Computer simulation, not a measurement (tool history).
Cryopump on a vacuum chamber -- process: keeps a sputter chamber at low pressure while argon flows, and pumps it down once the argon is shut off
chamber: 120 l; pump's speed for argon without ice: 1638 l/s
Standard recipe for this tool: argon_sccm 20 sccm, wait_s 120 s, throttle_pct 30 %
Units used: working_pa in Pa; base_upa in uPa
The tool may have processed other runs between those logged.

run 1 day=0 | argon_sccm=20 wait_s=120 throttle_pct=30 | working_pa=0.0732 base_upa=2.43
run 2 day=0.596 | argon_sccm=20 wait_s=120 throttle_pct=30 | working_pa=0.0723 base_upa=2.43
run 3 day=1.188 | argon_sccm=20 wait_s=120 throttle_pct=30 | working_pa=0.0735 base_upa=2.44
run 4 day=1.867 | argon_sccm=20 wait_s=120 throttle_pct=30 | working_pa=0.0735 base_upa=2.53
run 5 day=2.321 | argon_sccm=20 wait_s=120 throttle_pct=30 | working_pa=0.0735 base_upa=2.56
run 6 day=2.883 | argon_sccm=20 wait_s=120 throttle_pct=30 | working_pa=0.074 base_upa=2.62
run 7 day=3.5 | argon_sccm=20 wait_s=120 throttle_pct=30 | working_pa=0.0751 base_upa=2.57
run 8 day=3.838 | argon_sccm=9 wait_s=120 throttle_pct=30 | working_pa=0.0337 base_upa=2.63
run 9 day=4.371 | argon_sccm=9 wait_s=120 throttle_pct=30 | working_pa=0.034 base_upa=2.68
run 10 day=4.654 | argon_sccm=20 wait_s=275 throttle_pct=30 | working_pa=0.0747 base_upa=2.49
run 11 day=5.229 | argon_sccm=20 wait_s=120 throttle_pct=30 | working_pa=0.075 base_upa=2.82
run 12 day=5.892 | argon_sccm=20 wait_s=120 throttle_pct=30 | working_pa=0.0754 base_upa=2.8
run 13 day=6.442 | argon_sccm=20 wait_s=120 throttle_pct=30 | working_pa=0.0756 base_upa=2.91
run 14 day=7.112 | argon_sccm=20 wait_s=149 throttle_pct=30 | working_pa=0.0762 base_upa=2.84
run 15 day=7.679 | argon_sccm=20 wait_s=72 throttle_pct=30 | working_pa=0.0764 base_upa=3.31
run 16 day=8.038 | argon_sccm=20 wait_s=72 throttle_pct=30 | working_pa=0.077 base_upa=3.28
run 17 day=8.408 | argon_sccm=20 wait_s=120 throttle_pct=46 | working_pa=0.0527 base_upa=3
run 18 day=8.7 | argon_sccm=37 wait_s=120 throttle_pct=37 | working_pa=0.1196 base_upa=2.97
run 19 day=9.292 | argon_sccm=9 wait_s=59 throttle_pct=26 | working_pa=0.0399 base_upa=3.62
run 20 day=9.579 | argon_sccm=9 wait_s=59 throttle_pct=26 | working_pa=0.039 base_upa=3.53
run 21 day=10 | argon_sccm=9 wait_s=59 throttle_pct=26 | working_pa=0.04 base_upa=3.57
-- day=10.571 pump warmed up, emptied and cooled again
run 22 day=10.846 | argon_sccm=9 wait_s=59 throttle_pct=26 | working_pa=0.0347 base_upa=2.89
run 23 day=11.346 | argon_sccm=31 wait_s=169 throttle_pct=30 | working_pa=0.1063 base_upa=2.26
run 24 day=11.796 | argon_sccm=15 wait_s=34 throttle_pct=26 | working_pa=0.0606 base_upa=3.63
run 25 day=12.262 | argon_sccm=15 wait_s=34 throttle_pct=26 | working_pa=0.0605 base_upa=3.63
run 26 day=12.758 | argon_sccm=15 wait_s=272 throttle_pct=26 | working_pa=0.0601 base_upa=2.35
run 27 day=13.3 | argon_sccm=18 wait_s=232 throttle_pct=42 | working_pa=0.0446 base_upa=2.28
run 28 day=13.596 | argon_sccm=18 wait_s=232 throttle_pct=42 | working_pa=0.0454 base_upa=2.38
run 29 day=14.067 | argon_sccm=23 wait_s=232 throttle_pct=41 | working_pa=0.0594 base_upa=2.42
run 30 day=14.604 | argon_sccm=23 wait_s=24 throttle_pct=41 | working_pa=0.0605 base_upa=4.5
run 31 day=15.262 | argon_sccm=20 wait_s=45 throttle_pct=26 | working_pa=0.0801 base_upa=3.39
run 32 day=15.538 | argon_sccm=8 wait_s=240 throttle_pct=16 | working_pa=0.0521 base_upa=2.43
run 33 day=16.083 | argon_sccm=39 wait_s=120 throttle_pct=30 | working_pa=0.1361 base_upa=2.68

Table of differences, measured result less the result of that run with no hidden state. Run-to-run variation is the same in both. Gauge scatter possibly is not:
Hidden conditions of the tool in this case: pump's speed, % of a pump's without ice; cold plate's temperature, K; leak into the chamber, uPa l/s; drift of the gauge itself on working_pa, %; drift of the gauge itself on base_upa, %.
run=1 working_pa=+0.0043 base_upa=+1.76
run=2 working_pa=+0.0045 base_upa=+1.78
run=3 working_pa=+0.0047 base_upa=+1.79
run=4 working_pa=+0.0049 base_upa=+1.85
run=5 working_pa=+0.0052 base_upa=+1.89
run=6 working_pa=+0.0054 base_upa=+1.94
run=7 working_pa=+0.0057 base_upa=+1.93
run=8 working_pa=+0.0026 base_upa=+1.98
run=9 working_pa=+0.0027 base_upa=+2.04
run=10 working_pa=+0.0061 base_upa=+2.09
run=11 working_pa=+0.0064 base_upa=+2.16
run=12 working_pa=+0.0067 base_upa=+2.15
run=13 working_pa=+0.0069 base_upa=+2.23
run=14 working_pa=+0.0072 base_upa=+2.26
run=15 working_pa=+0.0075 base_upa=+2.3
run=16 working_pa=+0.0077 base_upa=+2.31
run=17 working_pa=+0.0079 base_upa=+2.34
run=18 working_pa=+0.0149 base_upa=+2.33
run=19 working_pa=+0.0037 base_upa=+2.46
run=20 working_pa=+0.0038 base_upa=+2.42
run=21 working_pa=+0.0039 base_upa=+2.46
run=22 working_pa=+0.0001 base_upa=+1.74
run=23 working_pa=+0.0005 base_upa=+1.73
run=24 working_pa=+0.0003 base_upa=+1.8
run=25 working_pa=+0.0004 base_upa=+1.81
run=26 working_pa=+0.0006 base_upa=+1.9
run=27 working_pa=+0.0008 base_upa=+1.87
run=28 working_pa=+0.0009 base_upa=+1.92
run=29 working_pa=+0.0013 base_upa=+2
run=30 working_pa=+0.0014 base_upa=+1.96
run=31 working_pa=+0.0015 base_upa=+1.96
run=32 working_pa=+0.0006 base_upa=+2.03
run=33 working_pa=+0.0033 base_upa=+2.03
